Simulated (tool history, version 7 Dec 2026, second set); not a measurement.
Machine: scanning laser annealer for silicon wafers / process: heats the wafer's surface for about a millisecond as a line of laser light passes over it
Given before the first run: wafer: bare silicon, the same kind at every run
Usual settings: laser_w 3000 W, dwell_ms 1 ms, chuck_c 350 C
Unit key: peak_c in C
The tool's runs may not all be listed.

run   hour  laser_w  dwell_ms  chuck_c  peak_c
  1      0     3000         1      350    1084
  2   82.5     3000         1      350    1086
  3  128.5     3000         1      350    1088
  4  172.6     3000         1      350    1087
  5  227.1     3000      0.91      350    1054
  6  277.9     2662         1      350    1001
  7  316.9     2951      0.91      361    1056
  8  361.9     2951      0.76      375    1012
  9  429.4     2833      1.05      350    1059
 10  496.9     3000      1.23      350    1161
 11    568     3000      1.23      350    1165

Not shown: 2 entries that the log had between the listed runs. Between which runs, and how does the tool's hidden state differ before and after?
Between runs 1 and 2: optics aligned, line set to its width (hour 14.6)
  light that passes the window, % of a clean one's: 99.93 -> 99.91; width of the line over the set one, %: 0.08 -> 0
Between runs 6 and 7: window over the wafer cleaned (hour 312.6)
  light that passes the window, % of a clean one's: 99.87 -> 100
